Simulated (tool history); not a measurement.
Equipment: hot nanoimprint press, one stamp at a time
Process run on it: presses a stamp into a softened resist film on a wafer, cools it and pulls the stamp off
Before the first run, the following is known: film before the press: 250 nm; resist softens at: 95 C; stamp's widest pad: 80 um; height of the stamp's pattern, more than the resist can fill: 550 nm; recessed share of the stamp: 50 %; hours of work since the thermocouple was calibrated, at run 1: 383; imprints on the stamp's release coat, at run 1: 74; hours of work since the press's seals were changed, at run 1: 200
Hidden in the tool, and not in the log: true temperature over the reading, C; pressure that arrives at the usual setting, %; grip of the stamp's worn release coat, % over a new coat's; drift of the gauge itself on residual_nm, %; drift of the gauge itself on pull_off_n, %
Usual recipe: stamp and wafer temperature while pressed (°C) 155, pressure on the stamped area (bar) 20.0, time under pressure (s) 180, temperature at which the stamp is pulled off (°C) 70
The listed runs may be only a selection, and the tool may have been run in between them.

run     day  stamp and wafer temperature while pressed (°C)  pressure on the stamped area (bar)  time under pressure (s)  temperature at which the stamp is pulled off (°C)  hours of work since the thermocouple was calibrated  imprints on the stamp's release coat  hours of work since the press's seals were changed  resist left under the stamp's widest pad (nm)  greatest force while the stamp is pulled off (N)
  1   0.000                                             155                                20.0                      180                                                 70                                                  383                                    74                                                 200                                          135.4                                               143
  2   1.583                                             155                                20.0                      180                                                 70                                                  399                                   131                                                 217                                          135.9                                               145
  3   4.954                                             155                                20.0                      180                                                 70                                                  434                                   252                                                 251                                          137.7                                               162
  4   6.625                                             155                                20.0                      180                                                 70                                                  451                                   312                                                 269                                          137.9                                               155
      7.250  -- plate thermocouple calibrated
  5  10.471                                             155                                20.0                       91                                                 70                                                   33                                   446                                                 307                                          160.6                                               164
  6  12.479                                             155                                20.0                      260                                                 70                                                   54                                   518                                                 328                                          111.4                                               166
  7  15.379                                             155                                20.0                      260                                                 70                                                   84                                   623                                                 358                                          112.0                                               171
  8  19.171                                             155                                20.0                      260                                                 70                                                  124                                   759                                                 397                                          113.1                                               180
  9  21.408                                             155                                20.0                      260                                                 70                                                  147                                   840                                                 421                                          113.7                                               186
 10  23.817                                             155                                20.0                      260                                                 70                                                  172                                   926                                                 446                                          112.9                                               183
 11  27.038                                             155                                20.0                      260                                                 70                                                  205                                  1042                                                 479                                          114.1                                               198
 12  30.921                                             155                                17.5                      180                                                 70                                                  245                                  1182                                                 519                                          138.6                                               201
     32.492  -- stamp cleaned and given a new release coat
 13  34.617                                             163                                20.0                      180                                                 70                                                  281                                    76                                                 555                                           85.7                                               139
 14  36.321                                             146                                16.7                      180                                                 70                                                  299                                   137                                                 573                                          202.3                                               146
 15  39.288                                             155                                20.0                      180                                                 62                                                  329                                   244                                                 603                                          133.8                                               178
 16  42.000                                             155                                20.0                      180                                                 62                                                  358                                   342                                                 632                                          133.9                                               176
 17  43.992                                             155                                20.0                      180                                                 62                                                  378                                   413                                                 652                                          135.7                                               184
 18  46.721                                             150                                20.0                      180                                                 70                                                  406                                   512                                                 680                                          172.1                                               170
 19  50.446                                             150                                20.0                      180                                                 70                                                  445                                   646                                                 719                                          171.7                                               172
     51.767  -- plate thermocouple calibrated
 20  52.358                                             150                                20.0                      180                                                 70                                                    6                                   710                                                 738                                          165.9                                               170
 21  54.938                                             150                                20.0                      170                                                 70                                                   33                                   803                                                 764                                          169.0                                               186

What if the next run were any one of these 4? Each begins from the tool's condition after run 21:
  A  56.808                                             150                                20.0                      170                                                 74                                                   52                                   870                                                 784                                              ?                                                 ?
  B  56.808                                             150                                20.0                      170                                                 75                                                   52                                   870                                                 784                                              ?                                                 ?
  C  56.808                                             155                                20.0                      223                                                 72                                                   52                                   870                                                 784                                              ?                                                 ?
  D  56.808                                             150                                12.4                      186                                                 58                                                   52                                   870                                                 784                                              ?                                                 ?

run  resist left under the stamp's widest pad (nm)  greatest force while the stamp is pulled off (N)
  A                                          169.2                                               175
  B                                          169.9                                               167
  C                                          121.6                                               178
  D                                          187.6                                               215
Stripped of hidden state, with their random variation kept, the same runs would have yielded:
run  resist left under the stamp's widest pad (nm)  greatest force while the stamp is pulled off (N)
  A                                          165.2                                               132
  B                                          165.9                                               127
  C                                          117.6                                               135
  D                                          184.8                                               162
